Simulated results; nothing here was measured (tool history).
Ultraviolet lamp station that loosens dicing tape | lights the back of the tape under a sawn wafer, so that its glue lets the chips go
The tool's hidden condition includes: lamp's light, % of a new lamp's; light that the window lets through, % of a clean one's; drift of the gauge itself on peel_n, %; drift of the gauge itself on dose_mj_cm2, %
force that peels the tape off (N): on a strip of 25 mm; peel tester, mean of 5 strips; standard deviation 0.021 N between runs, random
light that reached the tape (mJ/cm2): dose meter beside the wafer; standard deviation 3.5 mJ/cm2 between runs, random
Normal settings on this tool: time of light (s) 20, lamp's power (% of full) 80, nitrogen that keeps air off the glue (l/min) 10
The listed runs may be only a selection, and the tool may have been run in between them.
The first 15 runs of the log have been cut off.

run,hour,time of light (s),lamp's power (% of full),nitrogen that keeps air off the glue (l/min),hours of work of the lamp,hours of work since the window was cleaned,force that peels the tape off (N),light that reached the tape (mJ/cm2)
16,582.6,20,80,10,1130,240,2.115,391
17,614.5,20,80,10,1143,253,2.069,382
18,645.4,20,92,10,1156,266,1.651,443
19,672.6,20,92,10,1167,277,1.684,441
20,717.9,13,91,5,1185,296,4.494,275
21,745.0,13,91,5,1197,307,4.520,274
22,795.7,13,91,5,1217,328,4.355,272
23,825.6,13,95,5,1230,340,4.453,280
24,860.8,14,76,8,1244,354,4.352,244
25,898.8,14,76,14,1260,370,3.332,238
26,948.7,14,76,14,1280,391,3.492,239
27,976.0,38,64,14,1292,402,0.869,534
28,1030.6,38,66,12,1314,424,0.953,542
29,1062.6,33,87,7,1327,437,1.207,610

Predict the results of run 30:
30,1116.0,33,87,7,1349,459,?,?

Run 30 gave force that peels the tape off (N) 1.208, light that reached the tape (mJ/cm2) 610.
With no hidden state in the tool, this same run would have given force that peels the tape off (N) 0.344, light that reached the tape (mJ/cm2) 1025.
